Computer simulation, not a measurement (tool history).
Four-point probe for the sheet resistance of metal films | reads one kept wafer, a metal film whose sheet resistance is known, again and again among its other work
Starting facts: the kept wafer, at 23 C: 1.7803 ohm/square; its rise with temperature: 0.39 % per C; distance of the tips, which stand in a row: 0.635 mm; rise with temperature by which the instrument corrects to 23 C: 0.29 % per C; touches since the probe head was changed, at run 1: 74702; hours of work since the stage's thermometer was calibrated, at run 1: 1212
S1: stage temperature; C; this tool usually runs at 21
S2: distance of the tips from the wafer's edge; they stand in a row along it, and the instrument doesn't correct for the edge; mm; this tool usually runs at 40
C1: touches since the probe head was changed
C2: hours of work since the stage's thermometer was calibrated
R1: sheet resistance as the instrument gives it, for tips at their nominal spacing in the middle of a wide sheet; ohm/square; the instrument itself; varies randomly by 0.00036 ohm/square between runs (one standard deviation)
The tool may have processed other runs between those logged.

{"run": 1, "hour": 0.0, "S1": 21, "S2": 40, "C1": 74702, "C2": 1212, "R1": 1.77759}
{"run": 2, "hour": 63.2, "S1": 21, "S2": 40, "C1": 76062, "C2": 1252, "R1": 1.77727}
{"run": 3, "hour": 140.4, "S1": 21, "S2": 40, "C1": 77723, "C2": 1300, "R1": 1.778018}
{"run": 4, "hour": 255.4, "S1": 21, "S2": 40, "C1": 80199, "C2": 1372, "R1": 1.776833}
{"run": 5, "hour": 355.8, "S1": 21, "S2": 40, "C1": 82360, "C2": 1435, "R1": 1.777113}
{"run": 6, "hour": 435.7, "S1": 21, "S2": 40, "C1": 84079, "C2": 1484, "R1": 1.777273}
{"run": 7, "hour": 525.9, "S1": 21, "S2": 40, "C1": 86019, "C2": 1541, "R1": 1.777849}
{"run": 8, "hour": 595.7, "S1": 21, "S2": 40, "C1": 87522, "C2": 1584, "R1": 1.777167}
{"run": 9, "hour": 675.2, "S1": 21, "S2": 40, "C1": 89233, "C2": 1634, "R1": 1.777591}
{"run": 10, "hour": 746.4, "S1": 21, "S2": 27, "C1": 90764, "C2": 1679, "R1": 1.777136}
{"run": 11, "hour": 860.8, "S1": 21, "S2": 27, "C1": 93227, "C2": 1750, "R1": 1.77812}
{"hour": 875.6, "done": "stage's thermometer calibrated"}
{"run": 12, "hour": 921.7, "S1": 25, "S2": 69, "C1": 94528, "C2": 29, "R1": 1.783939}
{"run": 13, "hour": 994.1, "S1": 31, "S2": 15, "C1": 96085, "C2": 74, "R1": 1.796108}
{"run": 14, "hour": 1060.1, "S1": 27, "S2": 14, "C1": 97506, "C2": 115, "R1": 1.789506}
{"run": 15, "hour": 1161.4, "S1": 31, "S2": 4, "C1": 99684, "C2": 179, "R1": 1.81786}
{"run": 16, "hour": 1213.1, "S1": 20, "S2": 4, "C1": 100798, "C2": 211, "R1": 1.798618}
{"run": 17, "hour": 1271.1, "S1": 25, "S2": 34, "C1": 102047, "C2": 247, "R1": 1.783893}
{"run": 18, "hour": 1335.9, "S1": 18, "S2": 7, "C1": 103441, "C2": 288, "R1": 1.77965}
{"run": 19, "hour": 1444.2, "S1": 21, "S2": 22, "C1": 105771, "C2": 355, "R1": 1.777672}
{"run": 20, "hour": 1523.1, "S1": 21, "S2": 22, "C1": 107470, "C2": 405, "R1": 1.777659}
{"run": 21, "hour": 1592.8, "S1": 21, "S2": 22, "C1": 108970, "C2": 448, "R1": 1.778234}

Forecast each of these 3 alternatives for the next run:
{"run": "A", "hour": 1690.2, "S1": 22, "S2": 7, "C1": 111066, "C2": 509, "R1": "?"}
{"run": "B", "hour": 1690.2, "S1": 28, "S2": 33, "C1": 111066, "C2": 509, "R1": "?"}
{"run": "C", "hour": 1690.2, "S1": 19, "S2": 17, "C1": 111066, "C2": 509, "R1": "?"}

run=A R1=1.785545
run=B R1=1.789775
run=C R1=1.775295
With no hidden state in the tool, these same runs would have given:
run=A R1=1.785237
run=B R1=1.789465
run=C R1=1.774988
